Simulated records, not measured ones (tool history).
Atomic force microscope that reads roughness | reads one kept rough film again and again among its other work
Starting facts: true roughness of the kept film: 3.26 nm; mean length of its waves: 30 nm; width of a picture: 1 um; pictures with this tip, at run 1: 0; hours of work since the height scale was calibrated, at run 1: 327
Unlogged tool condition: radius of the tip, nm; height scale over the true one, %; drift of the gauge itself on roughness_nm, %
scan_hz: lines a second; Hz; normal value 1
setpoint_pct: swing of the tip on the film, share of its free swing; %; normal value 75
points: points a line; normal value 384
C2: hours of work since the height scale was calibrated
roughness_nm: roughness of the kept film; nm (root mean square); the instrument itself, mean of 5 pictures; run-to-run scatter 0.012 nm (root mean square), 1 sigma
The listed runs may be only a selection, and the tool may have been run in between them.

run 1 hour=0 | scan_hz=1 setpoint_pct=75 points=384 | pictures_with_this_tip=0 C2=327 | roughness_nm=2.775
run 2 hour=21.6 | scan_hz=1 setpoint_pct=76 points=384 | pictures_with_this_tip=50 C2=342 | roughness_nm=2.666
run 3 hour=36.4 | scan_hz=1 setpoint_pct=76 points=384 | pictures_with_this_tip=85 C2=352 | roughness_nm=2.649
run 4 hour=58.7 | scan_hz=1 setpoint_pct=75 points=384 | pictures_with_this_tip=138 C2=367 | roughness_nm=2.587
run 5 hour=79.3 | scan_hz=1 setpoint_pct=75 points=384 | pictures_with_this_tip=186 C2=381 | roughness_nm=2.509
-- hour=87.3 new tip fitted
run 6 hour=106.5 | scan_hz=1 setpoint_pct=75 points=384 | pictures_with_this_tip=45 C2=399 | roughness_nm=2.713
run 7 hour=135 | scan_hz=1 setpoint_pct=83 points=384 | pictures_with_this_tip=112 C2=419 | roughness_nm=2.538
run 8 hour=153.6 | scan_hz=1 setpoint_pct=83 points=384 | pictures_with_this_tip=156 C2=432 | roughness_nm=2.463
-- hour=174.7 new tip fitted
run 9 hour=179.4 | scan_hz=1 setpoint_pct=83 points=384 | pictures_with_this_tip=11 C2=449 | roughness_nm=2.648
run 10 hour=206.1 | scan_hz=1 setpoint_pct=83 points=259 | pictures_with_this_tip=74 C2=467 | roughness_nm=2.571
run 11 hour=233.2 | scan_hz=1 setpoint_pct=64 points=259 | pictures_with_this_tip=138 C2=486 | roughness_nm=2.658
run 12 hour=249.5 | scan_hz=1 setpoint_pct=75 points=384 | pictures_with_this_tip=176 C2=497 | roughness_nm=2.527
-- hour=262.5 new tip fitted
run 13 hour=273.1 | scan_hz=1 setpoint_pct=75 points=384 | pictures_with_this_tip=25 C2=513 | roughness_nm=2.745
run 14 hour=296.5 | scan_hz=1 setpoint_pct=75 points=384 | pictures_with_this_tip=80 C2=529 | roughness_nm=2.659
run 15 hour=319.1 | scan_hz=1 setpoint_pct=75 points=384 | pictures_with_this_tip=133 C2=545 | roughness_nm=2.58
run 16 hour=330.9 | scan_hz=1 setpoint_pct=75 points=384 | pictures_with_this_tip=161 C2=553 | roughness_nm=2.567
run 17 hour=347.9 | scan_hz=1.17 setpoint_pct=75 points=384 | pictures_with_this_tip=201 C2=564 | roughness_nm=2.494
-- hour=349.6 new tip fitted
run 18 hour=365.8 | scan_hz=1.17 setpoint_pct=75 points=384 | pictures_with_this_tip=38 C2=576 | roughness_nm=2.708
run 19 hour=389.4 | scan_hz=1.17 setpoint_pct=75 points=384 | pictures_with_this_tip=93 C2=592 | roughness_nm=2.615
run 20 hour=414.4 | scan_hz=1 setpoint_pct=75 points=266 | pictures_with_this_tip=152 C2=610 | roughness_nm=2.554
run 21 hour=426.7 | scan_hz=1 setpoint_pct=75 points=266 | pictures_with_this_tip=181 C2=618 | roughness_nm=2.524
-- hour=436.9 new tip fitted
run 22 hour=455.4 | scan_hz=1 setpoint_pct=75 points=266 | pictures_with_this_tip=44 C2=637 | roughness_nm=2.693
run 23 hour=481.2 | scan_hz=1 setpoint_pct=75 points=266 | pictures_with_this_tip=104 C2=655 | roughness_nm=2.582
run 24 hour=504.1 | scan_hz=1.51 setpoint_pct=75 points=384 | pictures_with_this_tip=158 C2=671 | roughness_nm=2.437
-- hour=524.6 new tip fitted
run 25 hour=528.9 | scan_hz=1.51 setpoint_pct=75 points=384 | pictures_with_this_tip=10 C2=687 | roughness_nm=2.683
run 26 hour=555.3 | scan_hz=1.51 setpoint_pct=75 points=384 | pictures_with_this_tip=72 C2=706 | roughness_nm=2.602
run 27 hour=570 | scan_hz=0.97 setpoint_pct=57 points=379 | pictures_with_this_tip=107 C2=716 | roughness_nm=2.799
run 28 hour=583.9 | scan_hz=0.97 setpoint_pct=57 points=379 | pictures_with_this_tip=140 C2=725 | roughness_nm=2.747
run 29 hour=609.5 | scan_hz=1.01 setpoint_pct=75 points=384 | pictures_with_this_tip=200 C2=743 | roughness_nm=2.511
-- hour=611.7 new tip fitted
run 30 hour=627.8 | scan_hz=1.01 setpoint_pct=63 points=753 | pictures_with_this_tip=38 C2=755 | roughness_nm=2.842
run 31 hour=652.7 | scan_hz=0.51 setpoint_pct=59 points=310 | pictures_with_this_tip=96 C2=772 | roughness_nm=2.83
run 32 hour=673.8 | scan_hz=1 setpoint_pct=80 points=474 | pictures_with_this_tip=146 C2=787 | roughness_nm=2.543
-- hour=699.3 new tip fitted
run 33 hour=699.3 | scan_hz=2.05 setpoint_pct=58 points=492 | pictures_with_this_tip=0 C2=804 | roughness_nm=2.876
run 34 hour=714.8 | scan_hz=1.79 setpoint_pct=58 points=575 | pictures_with_this_tip=36 C2=814 | roughness_nm=2.829
run 35 hour=741.7 | scan_hz=1.79 setpoint_pct=64 points=289 | pictures_with_this_tip=99 C2=833 | roughness_nm=2.675
run 36 hour=758.5 | scan_hz=1.05 setpoint_pct=75 points=850 | pictures_with_this_tip=139 C2=844 | roughness_nm=2.591
run 37 hour=775 | scan_hz=0.54 setpoint_pct=83 points=850 | pictures_with_this_tip=178 C2=856 | roughness_nm=2.587
-- hour=787.1 new tip fitted
run 38 hour=797.9 | scan_hz=2.21 setpoint_pct=75 points=312 | pictures_with_this_tip=25 C2=871 | roughness_nm=2.497
run 39 hour=825.9 | scan_hz=2.21 setpoint_pct=75 points=312 | pictures_with_this_tip=91 C2=890 | roughness_nm=2.404
run 40 hour=851.8 | scan_hz=2.35 setpoint_pct=57 points=505 | pictures_with_this_tip=152 C2=908 | roughness_nm=2.617
run 41 hour=868 | scan_hz=2.35 setpoint_pct=57 points=505 | pictures_with_this_tip=190 C2=919 | roughness_nm=2.565

Run 42, settings as shown, results not yet in. Your forecast:
-- hour=875.2 new tip fitted
run 42 hour=884.6 | scan_hz=2.35 setpoint_pct=57 points=505 | pictures_with_this_tip=22 C2=930 | roughness_nm=?

{"run 42": {"roughness_nm": 2.847}}
With no hidden state in the tool, this same run would have given roughness_nm 2.872 nm (root mean square).
